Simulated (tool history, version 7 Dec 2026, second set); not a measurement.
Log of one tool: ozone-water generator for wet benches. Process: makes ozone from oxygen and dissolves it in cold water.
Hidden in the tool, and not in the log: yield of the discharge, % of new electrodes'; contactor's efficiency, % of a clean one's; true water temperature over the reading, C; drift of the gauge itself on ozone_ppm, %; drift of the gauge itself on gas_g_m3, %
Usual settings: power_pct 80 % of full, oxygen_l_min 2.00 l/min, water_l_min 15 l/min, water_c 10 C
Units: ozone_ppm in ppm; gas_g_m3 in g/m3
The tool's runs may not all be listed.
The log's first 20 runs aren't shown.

run    hour  power_pct  oxygen_l_min  water_l_min  water_c  hours of work since the electrodes were changed  hours of work since the contactor was cleaned  hours of work since the thermometer was calibrated  ozone_ppm  gas_g_m3
 21  1852.9         80          2.00           15        5                                             3425                                           6998                                                4653       13.7     177.5
 22  1924.0         42          1.23           17        6                                             3470                                           7043                                                4698        6.4     141.0
 23  1996.3         42          1.23           14        8                                             3516                                           7089                                                4745        7.7     141.1
 24  2070.1         99          2.42           15       14                                             3563                                           7137                                                4792       15.8     191.3
 25  2186.3         42          2.16           12        8                                             3638                                           7211                                                4866       11.0     109.5
 26  2316.4         80          2.40            9        9                                             3721                                           7294                                                4949       22.7     165.8
 27  2446.5         61          2.49           20       13                                             3804                                           7377                                                5032        8.6     138.5
 28  2558.7         61          2.49           20       13                                             3875                                           7448                                                5103        8.6     136.3
 29  2637.2         61          2.49           20        9                                             3925                                           7498                                                5153        8.9     135.8
 30  2698.3         99          1.59           20        9                                             3964                                           7537                                                5192       10.5     226.8
 31  2751.7         59          1.75           15       16                                             3998                                           7571                                                5226       10.0     155.0
 32  2819.9         73          2.63           11       10                                             4042                                           7615                                                5270       18.5     151.2

Forecast each of these 3 alternatives for the next run:
  A  2920.5         49          2.35           15       10                                             4106                                           7679                                                5334          ?         ?
  B  2920.5         68          2.63           12       12                                             4106                                           7679                                                5334          ?         ?
  C  2920.5         54          2.00           21       10                                             4106                                           7679                                                5334          ?         ?

run  ozone_ppm  gas_g_m3
  A       10.2     120.6
  B       15.8     144.8
  C        7.1     137.7
Without the tool's hidden state the same runs would have given:
run  ozone_ppm  gas_g_m3
  A       10.2     117.3
  B       15.8     140.9
  C        7.1     134.0
